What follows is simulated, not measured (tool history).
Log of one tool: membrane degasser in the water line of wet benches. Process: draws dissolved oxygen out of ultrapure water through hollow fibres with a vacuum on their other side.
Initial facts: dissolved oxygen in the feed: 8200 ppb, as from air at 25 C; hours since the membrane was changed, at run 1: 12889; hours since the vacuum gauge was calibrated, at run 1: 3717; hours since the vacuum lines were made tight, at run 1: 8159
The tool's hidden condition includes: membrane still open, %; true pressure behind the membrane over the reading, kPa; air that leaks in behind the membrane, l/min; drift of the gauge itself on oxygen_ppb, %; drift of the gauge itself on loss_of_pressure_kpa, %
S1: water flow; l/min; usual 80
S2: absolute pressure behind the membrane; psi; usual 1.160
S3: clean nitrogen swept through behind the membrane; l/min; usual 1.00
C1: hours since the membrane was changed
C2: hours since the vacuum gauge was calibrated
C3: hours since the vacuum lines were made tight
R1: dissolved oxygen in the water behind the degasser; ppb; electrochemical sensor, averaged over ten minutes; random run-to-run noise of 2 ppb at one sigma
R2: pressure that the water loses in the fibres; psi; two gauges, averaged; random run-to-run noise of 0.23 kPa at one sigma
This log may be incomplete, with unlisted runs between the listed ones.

run 1 day=0.000 | S1=80 S2=1.160 S3=1.00 | C1=12889 C2=3717 C3=8159 | R1=611.4 R2=8.256
run 2 day=8.546 | S1=80 S2=1.843 S3=1.00 | C1=13094 C2=3922 C3=8364 | R1=1152.9 R2=8.309
run 3 day=15.596 | S1=80 S2=1.160 S3=1.00 | C1=13263 C2=4091 C3=8533 | R1=614.4 R2=8.305
run 4 day=23.442 | S1=80 S2=1.160 S3=1.00 | C1=13451 C2=4279 C3=8721 | R1=610.0 R2=8.274
-- day=29.938 vacuum gauge calibrated
run 5 day=33.562 | S1=80 S2=1.160 S3=1.00 | C1=13694 C2=87 C3=8964 | R1=611.3 R2=8.287
-- day=40.588 seals of the vacuum lines changed
-- day=42.550 membrane cartridge changed
run 6 day=45.496 | S1=80 S2=1.160 S3=0.77 | C1=71 C2=367 C3=114 | R1=714.3 R2=8.298
run 7 day=54.629 | S1=80 S2=1.160 S3=0.77 | C1=290 C2=587 C3=333 | R1=720.8 R2=8.350
run 8 day=64.625 | S1=80 S2=1.160 S3=1.00 | C1=530 C2=826 C3=573 | R1=613.5 R2=8.330
run 9 day=73.317 | S1=80 S2=1.160 S3=1.00 | C1=738 C2=1035 C3=782 | R1=613.2 R2=8.314
run 10 day=83.892 | S1=80 S2=1.160 S3=0.95 | C1=992 C2=1289 C3=1035 | R1=631.0 R2=8.264
run 11 day=94.517 | S1=80 S2=1.160 S3=0.95 | C1=1247 C2=1544 C3=1290 | R1=631.0 R2=8.314
run 12 day=103.579 | S1=80 S2=1.160 S3=0.95 | C1=1465 C2=1761 C3=1508 | R1=633.4 R2=8.379
run 13 day=115.683 | S1=80 S2=1.160 S3=0.95 | C1=1755 C2=2052 C3=1798 | R1=632.2 R2=8.392
run 14 day=121.729 | S1=80 S2=1.160 S3=0.95 | C1=1900 C2=2197 C3=1943 | R1=634.6 R2=8.301
run 15 day=128.233 | S1=80 S2=1.160 S3=0.95 | C1=2056 C2=2353 C3=2100 | R1=632.6 R2=8.347
run 16 day=134.021 | S1=80 S2=1.160 S3=1.00 | C1=2195 C2=2492 C3=2238 | R1=614.0 R2=8.308
run 17 day=143.550 | S1=80 S2=1.160 S3=1.00 | C1=2424 C2=2721 C3=2467 | R1=612.6 R2=8.316
run 18 day=149.654 | S1=78 S2=2.293 S3=0.69 | C1=2571 C2=2867 C3=2614 | R1=1785.2 R2=8.161
run 19 day=159.800 | S1=78 S2=1.266 S3=1.78 | C1=2814 C2=3111 C3=2857 | R1=456.8 R2=8.170
run 20 day=168.179 | S1=78 S2=1.266 S3=1.78 | C1=3015 C2=3312 C3=3058 | R1=459.1 R2=8.100
run 21 day=176.412 | S1=56 S2=1.376 S3=2.81 | C1=3213 C2=3509 C3=3256 | R1=271.7 R2=5.816
run 22 day=185.108 | S1=127 S2=1.139 S3=2.39 | C1=3421 C2=3718 C3=3464 | R1=492.6 R2=13.264
run 23 day=190.558 | S1=127 S2=1.139 S3=2.39 | C1=3552 C2=3849 C3=3595 | R1=492.0 R2=13.316
run 24 day=203.817 | S1=72 S2=0.825 S3=2.39 | C1=3870 C2=4167 C3=3914 | R1=157.9 R2=7.516

Estimate the outcome of run 25 from the log above:
-- day=214.788 vacuum gauge calibrated
run 25 day=217.379 | S1=80 S2=1.160 S3=0.63 | C1=4195 C2=62 C3=4238 | R1=? R2=?

R1: 800.8 ppb
R2: 8.424 psi
The same run, on a tool lacking any hidden state, would have yielded R1 801.0 ppb, R2 8.303 psi.
